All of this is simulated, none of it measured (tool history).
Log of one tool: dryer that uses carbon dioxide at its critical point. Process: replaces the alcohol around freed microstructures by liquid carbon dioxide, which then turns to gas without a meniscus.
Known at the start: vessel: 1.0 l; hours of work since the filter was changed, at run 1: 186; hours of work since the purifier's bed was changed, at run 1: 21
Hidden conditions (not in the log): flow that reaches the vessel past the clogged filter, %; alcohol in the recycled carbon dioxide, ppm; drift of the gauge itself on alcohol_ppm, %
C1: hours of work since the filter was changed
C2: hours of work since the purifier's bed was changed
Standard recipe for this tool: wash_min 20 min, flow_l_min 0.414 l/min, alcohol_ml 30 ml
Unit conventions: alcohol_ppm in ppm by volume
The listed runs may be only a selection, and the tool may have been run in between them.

{"run": 1, "hour": 0.0, "wash_min": 20, "flow_l_min": 0.414, "alcohol_ml": 30, "C1": 186, "C2": 21, "alcohol_ppm": 80}
{"run": 2, "hour": 8.4, "wash_min": 20, "flow_l_min": 0.414, "alcohol_ml": 30, "C1": 191, "C2": 26, "alcohol_ppm": 78}
{"run": 3, "hour": 15.2, "wash_min": 20, "flow_l_min": 0.414, "alcohol_ml": 30, "C1": 195, "C2": 30, "alcohol_ppm": 85}
{"run": 4, "hour": 24.9, "wash_min": 20, "flow_l_min": 0.414, "alcohol_ml": 30, "C1": 201, "C2": 36, "alcohol_ppm": 90}
{"run": 5, "hour": 30.8, "wash_min": 20, "flow_l_min": 0.438, "alcohol_ml": 30, "C1": 205, "C2": 40, "alcohol_ppm": 76}
{"run": 6, "hour": 36.7, "wash_min": 20, "flow_l_min": 0.438, "alcohol_ml": 30, "C1": 208, "C2": 43, "alcohol_ppm": 73}
{"run": 7, "hour": 46.4, "wash_min": 20, "flow_l_min": 0.438, "alcohol_ml": 30, "C1": 214, "C2": 49, "alcohol_ppm": 81}
{"run": 8, "hour": 55.2, "wash_min": 20, "flow_l_min": 0.438, "alcohol_ml": 30, "C1": 219, "C2": 54, "alcohol_ppm": 74}
{"run": 9, "hour": 65.4, "wash_min": 20, "flow_l_min": 0.414, "alcohol_ml": 56, "C1": 225, "C2": 60, "alcohol_ppm": 160}
{"run": 10, "hour": 69.7, "wash_min": 20, "flow_l_min": 0.414, "alcohol_ml": 56, "C1": 228, "C2": 63, "alcohol_ppm": 178}
{"run": 11, "hour": 77.0, "wash_min": 20, "flow_l_min": 0.414, "alcohol_ml": 56, "C1": 232, "C2": 67, "alcohol_ppm": 181}
{"run": 12, "hour": 85.0, "wash_min": 20, "flow_l_min": 0.414, "alcohol_ml": 56, "C1": 237, "C2": 72, "alcohol_ppm": 189}
{"run": 13, "hour": 92.1, "wash_min": 20, "flow_l_min": 0.414, "alcohol_ml": 56, "C1": 242, "C2": 76, "alcohol_ppm": 177}
{"run": 14, "hour": 99.3, "wash_min": 20, "flow_l_min": 0.414, "alcohol_ml": 56, "C1": 246, "C2": 81, "alcohol_ppm": 182}
{"run": 15, "hour": 106.9, "wash_min": 20, "flow_l_min": 0.317, "alcohol_ml": 30, "C1": 250, "C2": 85, "alcohol_ppm": 373}
{"run": 16, "hour": 113.3, "wash_min": 20, "flow_l_min": 0.317, "alcohol_ml": 30, "C1": 254, "C2": 89, "alcohol_ppm": 357}
{"run": 17, "hour": 119.9, "wash_min": 31, "flow_l_min": 0.361, "alcohol_ml": 40, "C1": 258, "C2": 93, "alcohol_ppm": 56}
{"run": 18, "hour": 127.9, "wash_min": 31, "flow_l_min": 0.361, "alcohol_ml": 40, "C1": 263, "C2": 98, "alcohol_ppm": 49}
{"run": 19, "hour": 132.1, "wash_min": 31, "flow_l_min": 0.361, "alcohol_ml": 40, "C1": 266, "C2": 101, "alcohol_ppm": 44}
{"run": 20, "hour": 138.9, "wash_min": 28, "flow_l_min": 0.536, "alcohol_ml": 34, "C1": 270, "C2": 105, "alcohol_ppm": 36}
{"run": 21, "hour": 149.0, "wash_min": 31, "flow_l_min": 0.471, "alcohol_ml": 92, "C1": 276, "C2": 111, "alcohol_ppm": 25}
{"run": 22, "hour": 158.8, "wash_min": 31, "flow_l_min": 0.471, "alcohol_ml": 92, "C1": 282, "C2": 117, "alcohol_ppm": 40}
{"run": 23, "hour": 163.1, "wash_min": 31, "flow_l_min": 0.471, "alcohol_ml": 92, "C1": 284, "C2": 119, "alcohol_ppm": 43}
{"run": 24, "hour": 167.9, "wash_min": 31, "flow_l_min": 0.593, "alcohol_ml": 37, "C1": 287, "C2": 122, "alcohol_ppm": 33}
{"run": 25, "hour": 177.6, "wash_min": 31, "flow_l_min": 0.593, "alcohol_ml": 60, "C1": 293, "C2": 128, "alcohol_ppm": 38}
{"run": 26, "hour": 182.7, "wash_min": 28, "flow_l_min": 0.525, "alcohol_ml": 42, "C1": 296, "C2": 131, "alcohol_ppm": 43}
{"run": 27, "hour": 189.3, "wash_min": 21, "flow_l_min": 0.634, "alcohol_ml": 30, "C1": 300, "C2": 135, "alcohol_ppm": 41}
{"run": 28, "hour": 194.6, "wash_min": 20, "flow_l_min": 0.269, "alcohol_ml": 30, "C1": 303, "C2": 138, "alcohol_ppm": 697}
{"run": 29, "hour": 204.7, "wash_min": 14, "flow_l_min": 0.376, "alcohol_ml": 24, "C1": 309, "C2": 144, "alcohol_ppm": 635}
{"run": 30, "hour": 212.8, "wash_min": 14, "flow_l_min": 0.304, "alcohol_ml": 31, "C1": 314, "C2": 149, "alcohol_ppm": 1611}
{"run": 31, "hour": 223.1, "wash_min": 14, "flow_l_min": 0.304, "alcohol_ml": 31, "C1": 320, "C2": 155, "alcohol_ppm": 1564}
{"run": 32, "hour": 233.1, "wash_min": 14, "flow_l_min": 0.304, "alcohol_ml": 49, "C1": 326, "C2": 161, "alcohol_ppm": 2480}

Predict each of these 5 candidate next runs independently; none follows another, all start after run 32:
{"run": "A", "hour": 242.2, "wash_min": 19, "flow_l_min": 0.282, "alcohol_ml": 30, "C1": 332, "C2": 167, "alcohol_ppm": "?"}
{"run": "B", "hour": 242.2, "wash_min": 20, "flow_l_min": 0.545, "alcohol_ml": 68, "C1": 332, "C2": 167, "alcohol_ppm": "?"}
{"run": "C", "hour": 242.2, "wash_min": 14, "flow_l_min": 0.498, "alcohol_ml": 49, "C1": 332, "C2": 167, "alcohol_ppm": "?"}
{"run": "D", "hour": 242.2, "wash_min": 25, "flow_l_min": 0.252, "alcohol_ml": 30, "C1": 332, "C2": 167, "alcohol_ppm": "?"}
{"run": "E", "hour": 242.2, "wash_min": 15, "flow_l_min": 0.597, "alcohol_ml": 30, "C1": 332, "C2": 167, "alcohol_ppm": "?"}

run=A alcohol_ppm=749
run=B alcohol_ppm=86
run=C alcohol_ppm=431
run=D alcohol_ppm=408
run=E alcohol_ppm=101
The same runs, with their run-to-run variation unchanged, on a tool lacking any hidden condition would have given:
run=A alcohol_ppm=555
run=B alcohol_ppm=27
run=C alcohol_ppm=284
run=D alcohol_ppm=275
run=E alcohol_ppm=37

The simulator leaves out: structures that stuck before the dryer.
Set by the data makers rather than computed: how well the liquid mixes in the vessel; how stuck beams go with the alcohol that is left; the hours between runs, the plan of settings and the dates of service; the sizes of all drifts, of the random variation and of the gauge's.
